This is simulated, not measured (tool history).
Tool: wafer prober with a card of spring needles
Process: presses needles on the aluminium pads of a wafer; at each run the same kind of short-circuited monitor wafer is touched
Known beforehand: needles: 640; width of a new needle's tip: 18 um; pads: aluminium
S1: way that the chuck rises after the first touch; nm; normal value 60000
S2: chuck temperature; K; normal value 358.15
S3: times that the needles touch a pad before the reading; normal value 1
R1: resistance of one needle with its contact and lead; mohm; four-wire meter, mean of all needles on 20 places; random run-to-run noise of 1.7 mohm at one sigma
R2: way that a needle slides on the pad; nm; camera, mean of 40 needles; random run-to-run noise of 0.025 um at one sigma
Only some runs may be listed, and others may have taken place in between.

run	day	S1	S2	S3	R1	R2
1	0	60000	358.15	1	186	13140
# day 0.338: tips cleaned on abrasive film
2	0.617	60000	358.15	1	204	13150
# day 0.688: tips cleaned on abrasive film
# day 1.033: tips cleaned on abrasive film
# day 1.408: tips cleaned on abrasive film
3	1.575	60000	358.15	1	196	13080
# day 1.767: tips cleaned on abrasive film
# day 2.112: tips cleaned on abrasive film
4	2.304	60000	358.15	1	196	13060
# day 2.492: tips cleaned on abrasive film
# day 2.875: tips cleaned on abrasive film
5	3.033	60000	358.15	1	196	13080
# day 3.229: tips cleaned on abrasive film
# day 3.625: tips cleaned on abrasive film
6	3.712	60000	358.15	1	187	13060
# day 4.038: tips cleaned on abrasive film
7	4.171	60000	358.15	1	192	13040
# day 4.458: tips cleaned on abrasive film
# day 4.812: tips cleaned on abrasive film
8	5.033	60000	358.15	1	204	13010
# day 5.2: tips cleaned on abrasive film
# day 5.542: tips cleaned on abrasive film
# day 5.9: tips cleaned on abrasive film
9	5.9	52000	358.15	1	186	11250
# day 6.275: tips cleaned on abrasive film
# day 6.621: tips cleaned on abrasive film
10	6.871	44000	358.15	1	226	9490
# day 7.008: tips cleaned on abrasive film
# day 7.367: tips cleaned on abrasive film
11	7.367	44000	358.15	1	189	9390
# day 7.767: tips cleaned on abrasive film
# day 8.121: tips cleaned on abrasive film
12	8.171	60000	358.15	2	180	12900
# day 8.479: tips cleaned on abrasive film
# day 8.85: tips cleaned on abrasive film
13	9.088	60000	358.15	2	198	12920
# day 9.217: tips cleaned on abrasive film
14	9.533	60000	358.15	2	196	12920
# day 9.604: tips cleaned on abrasive film
# day 9.988: tips cleaned on abrasive film
# day 10.333: tips cleaned on abrasive film
15	10.4	60000	358.15	1	190	12860
# day 10.729: tips cleaned on abrasive film
16	11.012	60000	358.15	1	210	12880
# day 11.079: tips cleaned on abrasive film
# day 11.471: tips cleaned on abrasive film
17	11.471	60000	358.15	1	184	12850
# day 11.812: tips cleaned on abrasive film
# day 12.217: tips cleaned on abrasive film
18	12.279	60000	358.15	1	188	12780
# day 12.562: tips cleaned on abrasive film
# day 12.946: tips cleaned on abrasive film
19	13.075	60000	358.15	1	196	12810
# day 13.325: tips cleaned on abrasive film
20	13.608	46000	305.15	2	203	9690
# day 13.7: tips cleaned on abrasive film
# day 13.967: height of the first contact set anew
# day 14.067: tips cleaned on abrasive film
21	14.129	75000	324.15	1	179	16420
# day 14.475: tips cleaned on abrasive film
22	14.596	76000	300.15	2	170	16700
# day 14.85: tips cleaned on abrasive film
# day 15.238: tips cleaned on abrasive film
23	15.354	76000	300.15	2	168	16640
# day 15.633: tips cleaned on abrasive film
24	15.842	76000	300.15	2	174	16660
# day 15.988: tips cleaned on abrasive film
# day 16.342: tips cleaned on abrasive film
25	16.396	43000	310.15	2	185	9390
# day 16.733: tips cleaned on abrasive film
# day 17.1: tips cleaned on abrasive film
26	17.304	43000	351.15	2	207	9370
# day 17.462: tips cleaned on abrasive film
# day 17.867: tips cleaned on abrasive film
27	18.158	43000	351.15	2	217	9330
# day 18.229: tips cleaned on abrasive film
# day 18.604: tips cleaned on abrasive film
28	18.729	43000	351.15	2	203	9330
# day 18.954: tips cleaned on abrasive film
29	19.267	57000	310.15	2	194	12370
# day 19.354: tips cleaned on abrasive film
# day 19.742: tips cleaned on abrasive film
30	19.742	77000	358.15	1	180	16780
# day 20.096: tips cleaned on abrasive film
# day 20.454: tips cleaned on abrasive film
31	20.458	68000	300.15	3	166	14790
# day 20.821: tips cleaned on abrasive film
32	20.888	54000	318.15	2	180	11650

Measured minus without-hidden-state, run by run (identical run-to-run variation in each term; gauge scatter may differ):
The tool's hidden condition here consists of: debris on the tips, nm; way that the needles fall short of the set height, um; tips' diameter, um; drift of the gauge itself on contact_mohm, %; drift of the gauge itself on scrub_um, %.
run	R1	R2
1	+8	-40
2	+26	-40
3	+17	-90
4	+17	-110
5	+18	-130
6	+12	-150
7	+13	-160
8	+24	-180
9	+4	-200
10	+42	-220
11	+6	-230
12	+4	-260
13	+16	-280
14	+19	-290
15	+11	-310
16	+30	-330
17	+4	-340
18	+8	-360
19	+18	-380
20	+30	-390
21	+8	-10
22	+6	-20
23	+6	-40
24	+10	-50
25	+12	-70
26	+26	-90
27	+31	-100
28	+20	-130
29	+23	-130
30	+3	-150
31	+1	-170
32	+8	-180

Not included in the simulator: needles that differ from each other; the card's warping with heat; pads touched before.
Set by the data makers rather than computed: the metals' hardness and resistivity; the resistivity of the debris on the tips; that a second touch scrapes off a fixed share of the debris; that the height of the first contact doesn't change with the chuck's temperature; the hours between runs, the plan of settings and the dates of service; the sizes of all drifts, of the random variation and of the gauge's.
